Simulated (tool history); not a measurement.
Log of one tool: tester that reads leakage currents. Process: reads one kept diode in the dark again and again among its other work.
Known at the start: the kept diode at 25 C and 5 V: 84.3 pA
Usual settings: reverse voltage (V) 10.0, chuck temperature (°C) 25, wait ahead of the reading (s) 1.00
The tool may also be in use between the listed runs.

run	hour	reverse voltage (V)	chuck temperature (°C)	wait ahead of the reading (s)	current that the tester gives (pA)
1	0.0	10.0	25	1.00	116.72
2	62.6	1.4	25	1.00	63.50
3	123.3	1.4	25	1.00	63.56
4	174.5	1.4	25	1.00	64.44
5	238.6	1.4	25	1.00	65.21
6	287.4	10.0	25	1.00	122.29
7	341.1	10.0	25	1.00	124.23
8	404.6	10.0	25	1.00	125.92
9	433.2	10.0	25	1.00	126.24
10	488.3	10.0	25	1.00	127.45
11	531.8	10.0	25	1.00	128.19
# hour 581.8: chuck's temperature calibrated
12	595.4	10.0	25	1.00	107.10
13	634.1	10.0	25	0.46	109.19
14	698.4	8.1	54	0.46	1119.46
15	729.4	8.1	54	0.46	1122.45
16	766.6	4.8	28	1.73	113.00
17	818.7	2.6	42	0.74	308.49
# hour 825.7: probe card cleaned and baked
18	888.4	10.0	27	1.00	135.39
19	950.4	10.0	26	1.00	124.87
20	980.8	3.9	25	1.20	83.67
21	1037.3	2.7	32	9.13	137.59
22	1075.6	3.7	32	9.23	154.26
23	1120.4	11.0	32	9.23	219.75
# hour 1164.3: probe card cleaned and baked, once more
24	1175.5	11.0	32	9.23	217.48
25	1205.2	13.6	32	9.23	232.61

Forecast each of these 4 alternatives for the next run:
A	1259.3	10.5	25	6.23	?
B	1259.3	3.6	50	1.29	?
C	1259.3	8.2	32	9.23	?
D	1259.3	13.6	38	9.23	?

run	current that the tester gives (pA)
A	116.96
B	682.56
C	200.78
D	393.72
Without the tool's hidden state the same runs would have given:
run	current that the tester gives (pA)
A	106.60
B	632.02
C	183.99
D	362.06

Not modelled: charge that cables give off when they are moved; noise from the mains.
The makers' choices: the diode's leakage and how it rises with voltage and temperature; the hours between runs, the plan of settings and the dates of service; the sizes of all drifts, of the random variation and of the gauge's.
